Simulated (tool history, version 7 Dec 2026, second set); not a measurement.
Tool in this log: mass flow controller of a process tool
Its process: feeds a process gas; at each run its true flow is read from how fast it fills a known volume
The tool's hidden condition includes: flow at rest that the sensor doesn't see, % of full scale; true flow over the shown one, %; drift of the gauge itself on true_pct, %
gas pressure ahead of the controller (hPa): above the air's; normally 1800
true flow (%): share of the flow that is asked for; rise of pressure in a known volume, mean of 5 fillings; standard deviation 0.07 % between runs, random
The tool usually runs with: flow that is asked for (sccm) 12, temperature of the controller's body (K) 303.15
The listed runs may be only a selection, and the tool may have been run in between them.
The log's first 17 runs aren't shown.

run,hour,flow that is asked for (sccm),gas pressure ahead of the controller (hPa),temperature of the controller's body (K),hours of work since the controller was set to zero,hours of work since the controller was changed,true flow (%)
18,5856.8,6,1400,311.15,584,6542,90.46
19,6233.2,6,1400,311.15,837,6795,90.24
20,6625.9,6,1400,311.15,1101,7059,90.14
21,6890.5,5,1410,296.15,1279,7237,89.76
22,7391.2,12,1850,303.15,1616,7574,94.3
23,7741.1,12,1850,303.15,1852,7809,94.22
# hour 7820.8: controller's zero set anew, once more
24,8205,12,1800,312.15,259,8121,96.58
25,8524.1,6,1800,312.15,473,8336,95.86
26,8917.1,6,1800,312.15,738,8600,95.56
27,9261.4,6,1800,312.15,969,8832,95.38
28,9589.2,2,1970,293.15,1190,9052,94.81
29,9878.2,20,1600,295.15,1384,9247,98.26
30,10232.3,20,2340,298.15,1622,9485,98.36

4 options for the next run, each taken on its own from the tool as it stands now. Forecast them:
A,10742,5,1890,303.15,1965,9828,?
B,10742,20,2340,297.15,1965,9828,?
C,10742,7,2120,297.15,1965,9828,?
D,10742,20,2340,294.15,1965,9828,?

run,true flow (%)
A,94.99
B,98.26
C,96.23
D,98.49
Had the tool no hidden state, the same runs would have come out as:
run,true flow (%)
A,98.26
B,100.31
C,99.03
D,100.54
